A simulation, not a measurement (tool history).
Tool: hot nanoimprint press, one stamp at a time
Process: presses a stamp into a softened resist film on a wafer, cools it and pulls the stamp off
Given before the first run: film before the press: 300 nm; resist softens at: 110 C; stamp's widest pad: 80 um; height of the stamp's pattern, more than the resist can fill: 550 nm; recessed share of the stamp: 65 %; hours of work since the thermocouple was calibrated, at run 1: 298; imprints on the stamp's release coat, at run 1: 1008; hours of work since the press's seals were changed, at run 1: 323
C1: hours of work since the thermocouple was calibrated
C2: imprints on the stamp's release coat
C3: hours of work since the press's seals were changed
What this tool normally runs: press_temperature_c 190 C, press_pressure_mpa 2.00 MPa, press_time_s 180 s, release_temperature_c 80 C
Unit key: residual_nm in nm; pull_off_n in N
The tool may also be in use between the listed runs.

run 1 hour=0.0 | press_temperature_c=190 press_pressure_mpa=2.00 press_time_s=180 release_temperature_c=80 | C1=298 C2=1008 C3=323 | residual_nm=179.8 pull_off_n=274
run 2 hour=14.9 | press_temperature_c=190 press_pressure_mpa=2.00 press_time_s=180 release_temperature_c=80 | C1=306 C2=1069 C3=331 | residual_nm=179.5 pull_off_n=278
run 3 hour=23.6 | press_temperature_c=190 press_pressure_mpa=2.00 press_time_s=180 release_temperature_c=80 | C1=310 C2=1104 C3=335 | residual_nm=180.9 pull_off_n=283
run 4 hour=35.5 | press_temperature_c=190 press_pressure_mpa=2.64 press_time_s=180 release_temperature_c=80 | C1=316 C2=1152 C3=341 | residual_nm=159.1 pull_off_n=276
run 5 hour=47.8 | press_temperature_c=190 press_pressure_mpa=2.64 press_time_s=180 release_temperature_c=80 | C1=323 C2=1202 C3=347 | residual_nm=158.5 pull_off_n=286
run 6 hour=55.6 | press_temperature_c=201 press_pressure_mpa=2.64 press_time_s=180 release_temperature_c=80 | C1=327 C2=1233 C3=351 | residual_nm=119.5 pull_off_n=284
run 7 hour=69.3 | press_temperature_c=201 press_pressure_mpa=2.64 press_time_s=180 release_temperature_c=80 | C1=334 C2=1289 C3=358 | residual_nm=118.4 pull_off_n=307
-- hour=73.3 plate thermocouple calibrated
run 8 hour=81.5 | press_temperature_c=201 press_pressure_mpa=2.64 press_time_s=180 release_temperature_c=80 | C1=4 C2=1326 C3=363 | residual_nm=121.2 pull_off_n=296
run 9 hour=93.7 | press_temperature_c=201 press_pressure_mpa=2.64 press_time_s=180 release_temperature_c=80 | C1=10 C2=1376 C3=369 | residual_nm=121.3 pull_off_n=307
run 10 hour=102.6 | press_temperature_c=201 press_pressure_mpa=2.64 press_time_s=286 release_temperature_c=80 | C1=15 C2=1412 C3=374 | residual_nm=102.1 pull_off_n=313
run 11 hour=112.3 | press_temperature_c=179 press_pressure_mpa=1.33 press_time_s=201 release_temperature_c=80 | C1=20 C2=1451 C3=379 | residual_nm=255.9 pull_off_n=303
run 12 hour=120.8 | press_temperature_c=179 press_pressure_mpa=1.33 press_time_s=201 release_temperature_c=80 | C1=24 C2=1485 C3=383 | residual_nm=254.4 pull_off_n=311
-- hour=126.3 plate thermocouple calibrated, once more
run 13 hour=132.6 | press_temperature_c=192 press_pressure_mpa=1.51 press_time_s=93 release_temperature_c=80 | C1=3 C2=1521 C3=388 | residual_nm=222.0 pull_off_n=311
run 14 hour=140.2 | press_temperature_c=192 press_pressure_mpa=1.51 press_time_s=93 release_temperature_c=80 | C1=7 C2=1552 C3=392 | residual_nm=222.9 pull_off_n=326
run 15 hour=155.6 | press_temperature_c=190 press_pressure_mpa=2.00 press_time_s=147 release_temperature_c=76 | C1=15 C2=1614 C3=400 | residual_nm=188.3 pull_off_n=312
run 16 hour=162.0 | press_temperature_c=190 press_pressure_mpa=2.00 press_time_s=147 release_temperature_c=76 | C1=18 C2=1640 C3=403 | residual_nm=185.6 pull_off_n=327
run 17 hour=170.6 | press_temperature_c=190 press_pressure_mpa=2.00 press_time_s=147 release_temperature_c=76 | C1=23 C2=1675 C3=407 | residual_nm=186.3 pull_off_n=322
run 18 hour=179.4 | press_temperature_c=190 press_pressure_mpa=2.00 press_time_s=147 release_temperature_c=76 | C1=27 C2=1710 C3=412 | residual_nm=186.5 pull_off_n=328
run 19 hour=192.2 | press_temperature_c=194 press_pressure_mpa=2.00 press_time_s=111 release_temperature_c=76 | C1=34 C2=1763 C3=418 | residual_nm=184.5 pull_off_n=328
run 20 hour=200.6 | press_temperature_c=188 press_pressure_mpa=1.24 press_time_s=180 release_temperature_c=72 | C1=38 C2=1796 C3=423 | residual_nm=220.6 pull_off_n=346

5 options for the next run, each taken on its own from the tool as it stands now. Forecast them:
run A hour=210.1 | press_temperature_c=190 press_pressure_mpa=2.00 press_time_s=241 release_temperature_c=80 | C1=43 C2=1835 C3=428 | residual_nm=? pull_off_n=?
run B hour=210.1 | press_temperature_c=187 press_pressure_mpa=1.24 press_time_s=349 release_temperature_c=72 | C1=43 C2=1835 C3=428 | residual_nm=? pull_off_n=?
run C hour=210.1 | press_temperature_c=188 press_pressure_mpa=1.50 press_time_s=180 release_temperature_c=83 | C1=43 C2=1835 C3=428 | residual_nm=? pull_off_n=?
run D hour=210.1 | press_temperature_c=182 press_pressure_mpa=2.00 press_time_s=180 release_temperature_c=70 | C1=43 C2=1835 C3=428 | residual_nm=? pull_off_n=?
run E hour=210.1 | press_temperature_c=180 press_pressure_mpa=2.12 press_time_s=180 release_temperature_c=73 | C1=43 C2=1835 C3=428 | residual_nm=? pull_off_n=?

run=A residual_nm=161.3 pull_off_n=323
run=B residual_nm=194.4 pull_off_n=340
run=C residual_nm=206.3 pull_off_n=323
run=D residual_nm=215.3 pull_off_n=354
run=E residual_nm=218.4 pull_off_n=339
Stripped of hidden state, with their random variation kept, the same runs would have yielded:
run=A residual_nm=158.5 pull_off_n=212
run=B residual_nm=192.2 pull_off_n=222
run=C residual_nm=204.0 pull_off_n=212
run=D residual_nm=212.4 pull_off_n=232
run=E residual_nm=215.5 pull_off_n=223
